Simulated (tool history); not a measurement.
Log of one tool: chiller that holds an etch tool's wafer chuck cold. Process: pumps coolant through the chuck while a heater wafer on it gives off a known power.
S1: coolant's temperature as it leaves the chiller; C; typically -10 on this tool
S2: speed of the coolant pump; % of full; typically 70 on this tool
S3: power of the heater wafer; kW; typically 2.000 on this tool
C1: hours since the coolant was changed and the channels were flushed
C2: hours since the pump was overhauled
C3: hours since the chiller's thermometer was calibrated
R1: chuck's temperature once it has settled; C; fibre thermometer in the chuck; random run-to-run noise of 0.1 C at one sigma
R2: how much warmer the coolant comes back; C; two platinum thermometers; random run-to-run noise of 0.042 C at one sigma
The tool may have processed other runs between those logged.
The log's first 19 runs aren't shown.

run,day,S1,S2,S3,C1,C2,C3,R1,R2
20,59.929,-10,70,2.398,1793,544,246,12.5,12.91
# day 60.812: coolant pump overhauled, once more
21,62.692,-7,64,1.253,1855,45,307,4.9,6.80
22,66.508,-7,64,1.253,1946,137,399,4.6,6.77
23,70.688,-10,78,2.000,2046,237,499,5.8,8.88
24,75.533,-10,78,2.000,2163,353,616,5.9,8.90
25,78.038,-10,78,2.000,2223,413,676,5.7,8.86
26,82.071,-4,78,1.510,2320,510,773,8.0,6.67
27,86.083,-4,78,1.510,2416,606,869,7.9,6.74
28,88.642,-14,78,2.086,2477,668,930,2.4,9.24
29,93.412,-14,78,2.086,2592,782,1045,2.6,9.35
30,98.308,-10,85,2.000,2709,900,1162,4.7,8.20
31,101.175,-10,85,2.000,2778,969,1231,4.7,8.14

Alternative continuations, all from the tool just after run 31; predict every row:
A,106.162,-18,70,1.887,2898,1088,1351,?,?
B,106.162,-2,66,1.679,2898,1088,1351,?,?
C,106.162,-18,70,1.013,2898,1088,1351,?,?

run,R1,R2
A,-1.2,9.38
B,13.8,8.99
C,-9.1,5.08
With the hidden condition removed and each run's random variation left untouched, the same runs would have given:
run,R1,R2
A,-2.4,9.25
B,12.7,8.87
C,-9.7,5.01
